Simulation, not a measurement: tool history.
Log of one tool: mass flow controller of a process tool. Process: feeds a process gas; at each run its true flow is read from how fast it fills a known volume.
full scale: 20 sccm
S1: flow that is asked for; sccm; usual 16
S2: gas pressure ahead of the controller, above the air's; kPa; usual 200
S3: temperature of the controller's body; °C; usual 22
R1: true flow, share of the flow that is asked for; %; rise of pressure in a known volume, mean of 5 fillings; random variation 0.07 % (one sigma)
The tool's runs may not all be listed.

Run 1, hour 0.0: usual settings. Result: R1 98.78 %.
Run 2, hour 120.8: usual settings. Result: R1 98.73 %.
Run 3, hour 231.8: usual settings but S3 36 °C. Result: R1 99.75 %.
Run 4, hour 439.9: usual settings. Result: R1 98.67 %.
Run 5, hour 543.8: usual settings. Result: R1 98.58 %.
Run 6, hour 726.0: usual settings. Result: R1 98.74 %.
Run 7, hour 869.1: usual settings. Result: R1 98.58 %.
Run 8, hour 984.8: usual settings but S2 251 kPa. Result: R1 99.09 %.
Run 9, hour 1139.8: usual settings but S1 7 sccm. Result: R1 96.05 %.
Run 10, hour 1324.9: usual settings but S1 7 sccm. Result: R1 96.08 %.
Run 11, hour 1515.8: usual settings. Result: R1 98.61 %.
Run 12, hour 1641.6: usual settings but S2 153 kPa. Result: R1 98.34 %.
Run 13, hour 1840.2: usual settings but S2 153 kPa. Result: R1 98.27 %.
Run 14, hour 2009.7: usual settings but S1 15 sccm, S2 153 kPa, S3 39 °C. Result: R1 99.05 %.
Run 15, hour 2196.6: usual settings but S1 4 sccm, S2 206 kPa, S3 34 °C. Result: R1 94.25 %.
Run 16, hour 2360.2: usual settings but S1 4 sccm, S2 206 kPa, S3 34 °C. Result: R1 94.11 %.
At hour 2378.5: controller's zero set anew.
Run 17, hour 2535.9: usual settings but S1 4 sccm, S2 206 kPa, S3 34 °C. Result: R1 91.32 %.
Run 18, hour 2651.8: usual settings but S1 3 sccm, S2 252 kPa, S3 28 °C. Result: R1 88.42 %.
Run 19, hour 2839.2: usual settings but S1 2 sccm, S2 191 kPa, S3 30 °C. Result: R1 82.75 %.
Run 20, hour 2980.1: usual settings but S1 2 sccm, S2 191 kPa, S3 30 °C. Result: R1 82.44 %.
Run 21, hour 3093.6: usual settings but S1 4 sccm, S2 152 kPa, S3 23 °C. Result: R1 89.78 %.
At hour 3168.7: controller's zero set anew, once more.
Run 22, hour 3231.0: usual settings but S1 14 sccm, S2 230 kPa, S3 36 °C. Result: R1 100.65 %.
Run 23, hour 3407.1: usual settings but S1 9 sccm, S2 168 kPa, S3 36 °C. Result: R1 99.26 %.
Run 24, hour 3557.2: usual settings but S1 9 sccm, S2 168 kPa, S3 36 °C. Result: R1 99.20 %.
Run 25, hour 3751.2: usual settings but S1 8 sccm, S3 31 °C. Result: R1 98.90 %.

Forecast each of these 5 alternatives for the next run:
Run A, hour 3871.3: usual settings but S1 15 sccm, S2 244 kPa, S3 25 °C. Result: R1 ?.
Run B, hour 3871.3: usual settings but S1 8 sccm, S3 20 °C. Result: R1 ?.
Run C, hour 3871.3: usual settings but S1 7 sccm, S2 154 kPa, S3 34 °C. Result: R1 ?.
Run D, hour 3871.3: usual settings but S2 178 kPa. Result: R1 ?.
Run E, hour 3871.3: usual settings but S1 2 sccm, S2 218 kPa, S3 28 °C. Result: R1 ?.

run     R1
  A  99.96
  B  98.27
  C  98.57
  D  99.55
  E  96.95
Without the tool's hidden state the same runs would have given:
run     R1
  A  99.47
  B  97.93
  C  98.29
  D  99.06
  E  97.59

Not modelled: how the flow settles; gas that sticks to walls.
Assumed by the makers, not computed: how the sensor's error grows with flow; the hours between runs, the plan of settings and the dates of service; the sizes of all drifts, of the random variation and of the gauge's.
